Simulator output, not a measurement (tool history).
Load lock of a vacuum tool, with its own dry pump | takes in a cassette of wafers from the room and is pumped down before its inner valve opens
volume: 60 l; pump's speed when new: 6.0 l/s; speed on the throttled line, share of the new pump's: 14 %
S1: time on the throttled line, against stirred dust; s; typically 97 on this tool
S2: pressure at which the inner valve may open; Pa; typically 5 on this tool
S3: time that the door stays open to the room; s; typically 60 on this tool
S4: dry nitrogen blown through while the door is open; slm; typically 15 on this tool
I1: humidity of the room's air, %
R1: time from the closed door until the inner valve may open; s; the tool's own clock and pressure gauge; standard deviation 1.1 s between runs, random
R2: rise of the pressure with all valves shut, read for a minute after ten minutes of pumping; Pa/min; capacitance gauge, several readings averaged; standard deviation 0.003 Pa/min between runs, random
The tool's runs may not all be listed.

run,hour,S1,S2,S3,S4,I1,R1,R2
1,0.0,97,5,60,15,45.7,183.3,0.030
2,318.3,97,5,32,15,45.7,185.0,0.025
3,981.9,97,5,32,15,44.4,184.0,0.020
4,1681.2,97,5,32,15,43.2,183.0,0.024
5,1994.4,97,5,60,15,43.2,183.4,0.033
6,2549.1,97,5,60,15,40.8,184.3,0.029
7,3198.8,97,5,60,15,46.1,183.8,0.037
8,3819.3,97,5,60,15,44.7,181.9,0.036
9,4173.7,97,5,60,15,45.0,183.6,0.034
10,4575.3,97,5,60,27,46.5,183.3,0.032
11,5164.4,52,8,34,22,47.0,138.6,0.023
12,5850.0,74,5,60,15,45.2,163.1,0.033
13,6381.7,115,9,55,6,43.5,194.4,0.035
14,6874.9,143,8,159,21,44.1,216.0,0.045
15,7180.2,143,8,159,21,42.2,216.8,0.051
16,7624.1,70,5,66,15,45.5,161.2,0.039
17,8069.3,97,5,60,17,44.1,183.4,0.026
18,8728.5,53,5,59,15,45.1,147.1,0.031
19,9415.0,153,7,47,15,44.1,228.1,0.033
20,9806.3,153,7,47,15,49.0,230.0,0.035

Consider 4 possible next runs. They are alternatives, not a sequence: every one starts from the tool as it was left by run 20. What does each give?
A,10485.1,171,5,60,15,44.9,?,?
B,10485.1,100,7,56,6,45.2,?,?
C,10485.1,153,8,115,15,44.4,?,?
D,10485.1,184,7,47,20,42.7,?,?

run,R1,R2
A,249.2,0.033
B,183.1,0.032
C,225.9,0.051
D,252.8,0.025
Without the tool's hidden state the same runs would have given:
run,R1,R2
A,249.2,0.030
B,183.1,0.029
C,225.9,0.049
D,252.7,0.023

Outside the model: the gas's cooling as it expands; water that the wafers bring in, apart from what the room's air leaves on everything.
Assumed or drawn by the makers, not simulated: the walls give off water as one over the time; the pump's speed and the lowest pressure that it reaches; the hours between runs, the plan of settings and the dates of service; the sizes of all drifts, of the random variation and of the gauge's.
